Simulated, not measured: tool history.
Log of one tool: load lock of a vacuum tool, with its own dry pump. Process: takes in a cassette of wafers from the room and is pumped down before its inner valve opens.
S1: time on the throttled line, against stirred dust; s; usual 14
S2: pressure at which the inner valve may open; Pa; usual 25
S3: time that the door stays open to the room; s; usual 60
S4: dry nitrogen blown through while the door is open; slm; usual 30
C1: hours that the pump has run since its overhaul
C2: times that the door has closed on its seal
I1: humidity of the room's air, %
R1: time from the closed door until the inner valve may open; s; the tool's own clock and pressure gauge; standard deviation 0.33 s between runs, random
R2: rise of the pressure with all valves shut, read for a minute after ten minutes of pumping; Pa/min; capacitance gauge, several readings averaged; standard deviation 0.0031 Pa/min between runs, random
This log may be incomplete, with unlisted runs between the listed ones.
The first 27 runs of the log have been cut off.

run 28 hour=2280.2 | S1=14 S2=19 S3=56 S4=30 | C1=2694 C2=10768 | I1=43.0 | R1=22.4 R2=0.116
run 29 hour=2345.9 | S1=14 S2=19 S3=35 S4=24 | C1=2760 C2=11079 | I1=44.9 | R1=23.1 R2=0.106
run 30 hour=2429.2 | S1=7 S2=43 S3=32 S4=13 | C1=2843 C2=11472 | I1=46.7 | R1=16.1 R2=0.129
run 31 hour=2542.1 | S1=18 S2=34 S3=58 S4=12 | C1=2956 C2=12005 | I1=45.9 | R1=25.5 R2=0.163
run 32 hour=2607.3 | S1=18 S2=34 S3=58 S4=12 | C1=3021 C2=12313 | I1=49.7 | R1=25.2 R2=0.169
run 33 hour=2718.2 | S1=18 S2=34 S3=58 S4=12 | C1=3132 C2=12837 | I1=40.7 | R1=25.5 R2=0.154
run 34 hour=2798.6 | S1=23 S2=25 S3=77 S4=30 | C1=3213 C2=13216 | I1=42.8 | R1=30.1 R2=0.143
run 35 hour=2866.9 | S1=10 S2=27 S3=56 S4=10 | C1=3281 C2=13539 | I1=45.5 | R1=18.8 R2=0.170
run 36 hour=2937.7 | S1=10 S2=27 S3=56 S4=10 | C1=3352 C2=13873 | I1=42.7 | R1=19.5 R2=0.168
run 37 hour=3040.6 | S1=14 S2=30 S3=60 S4=30 | C1=3455 C2=14359 | I1=43.4 | R1=22.1 R2=0.148
run 38 hour=3111.4 | S1=8 S2=42 S3=42 S4=30 | C1=3525 C2=14694 | I1=43.3 | R1=17.0 R2=0.143

Below are 3 alternative next runs, each starting from the tool's condition after run 38. Predict each:
run A hour=3167.4 | S1=8 S2=42 S3=46 S4=30 | C1=3581 C2=14958 | I1=45.3 | R1=? R2=?
run B hour=3167.4 | S1=17 S2=38 S3=60 S4=43 | C1=3581 C2=14958 | I1=52.3 | R1=? R2=?
run C hour=3167.4 | S1=14 S2=19 S3=216 S4=30 | C1=3581 C2=14958 | I1=45.0 | R1=? R2=?

run=A R1=17.0 R2=0.151
run=B R1=24.7 R2=0.152
run=C R1=22.9 R2=0.203
Without the tool's unlogged condition, the same runs would have read:
run=A R1=16.6 R2=0.060
run=B R1=24.4 R2=0.064
run=C R1=22.5 R2=0.115
